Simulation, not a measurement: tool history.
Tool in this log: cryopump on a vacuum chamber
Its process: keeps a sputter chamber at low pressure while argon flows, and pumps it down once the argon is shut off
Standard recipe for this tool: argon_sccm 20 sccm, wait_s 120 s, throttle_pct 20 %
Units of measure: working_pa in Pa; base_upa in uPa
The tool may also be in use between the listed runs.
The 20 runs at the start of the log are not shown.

At hour 1164.8: pump warmed up, emptied and cooled again.
Run 21, hour 1187.7: usual settings but argon_sccm 19 sccm, wait_s 58 s, throttle_pct 23 %. Result: working_pa 0.1451 Pa, base_upa 1.34 uPa.
Run 22, hour 1264.2: usual settings but argon_sccm 19 sccm, wait_s 58 s, throttle_pct 23 %. Result: working_pa 0.1445 Pa, base_upa 1.41 uPa.
Run 23, hour 1329.9: usual settings but argon_sccm 19 sccm, wait_s 127 s, throttle_pct 18 %. Result: working_pa 0.1877 Pa, base_upa 1.14 uPa.
Run 24, hour 1373.1: usual settings but argon_sccm 16 sccm, throttle_pct 37 %. Result: working_pa 0.0791 Pa, base_upa 1.21 uPa.
Run 25, hour 1450.9: usual settings but argon_sccm 16 sccm, throttle_pct 37 %. Result: working_pa 0.0809 Pa, base_upa 1.28 uPa.
Run 26, hour 1523.4: usual settings but argon_sccm 16 sccm, throttle_pct 37 %. Result: working_pa 0.0817 Pa, base_upa 1.42 uPa.
Run 27, hour 1575.1: usual settings but argon_sccm 16 sccm, throttle_pct 37 %. Result: working_pa 0.0829 Pa, base_upa 1.48 uPa.
Run 28, hour 1645.5: usual settings but argon_sccm 28 sccm. Result: working_pa 0.2577 Pa, base_upa 1.52 uPa.
Run 29, hour 1722.6: usual settings but argon_sccm 28 sccm. Result: working_pa 0.2613 Pa, base_upa 1.57 uPa.
Run 30, hour 1782.5: usual settings but argon_sccm 15 sccm, wait_s 25 s. Result: working_pa 0.1405 Pa, base_upa 2.84 uPa.
Run 31, hour 1843.2: usual settings but argon_sccm 15 sccm, wait_s 184 s. Result: working_pa 0.1407 Pa, base_upa 1.75 uPa.
At hour 1894.9: pump warmed up, emptied and cooled again.
Run 32, hour 1903.3: usual settings but argon_sccm 15 sccm, wait_s 184 s. Result: working_pa 0.1301 Pa, base_upa 1.27 uPa.
Run 33, hour 1954.1: usual settings but argon_sccm 15 sccm, wait_s 184 s, throttle_pct 15 %. Result: working_pa 0.1752 Pa, base_upa 1.32 uPa.

Branching from run 33: 4 alternative next runs. What would each branch give?
Run A, hour 1990.7: usual settings but wait_s 127 s. Result: working_pa ?, base_upa ?.
Run B, hour 1990.7: usual settings but argon_sccm 10 sccm, wait_s 184 s, throttle_pct 28 %. Result: working_pa ?, base_upa ?.
Run C, hour 1990.7: usual settings but argon_sccm 15 sccm, wait_s 29 s, throttle_pct 15 %. Result: working_pa ?, base_upa ?.
Run D, hour 1990.7: usual settings but argon_sccm 18 sccm, wait_s 150 s, throttle_pct 37 %. Result: working_pa ?, base_upa ?.

run  working_pa  base_upa
  A      0.1752      1.40
  B      0.0618      1.39
  C      0.1731      2.38
  D      0.0873      1.42
With no hidden state in the tool, these same runs would have given:
run  working_pa  base_upa
  A      0.1729      0.53
  B      0.0607      0.53
  C      0.1714      1.51
  D      0.0853      0.55
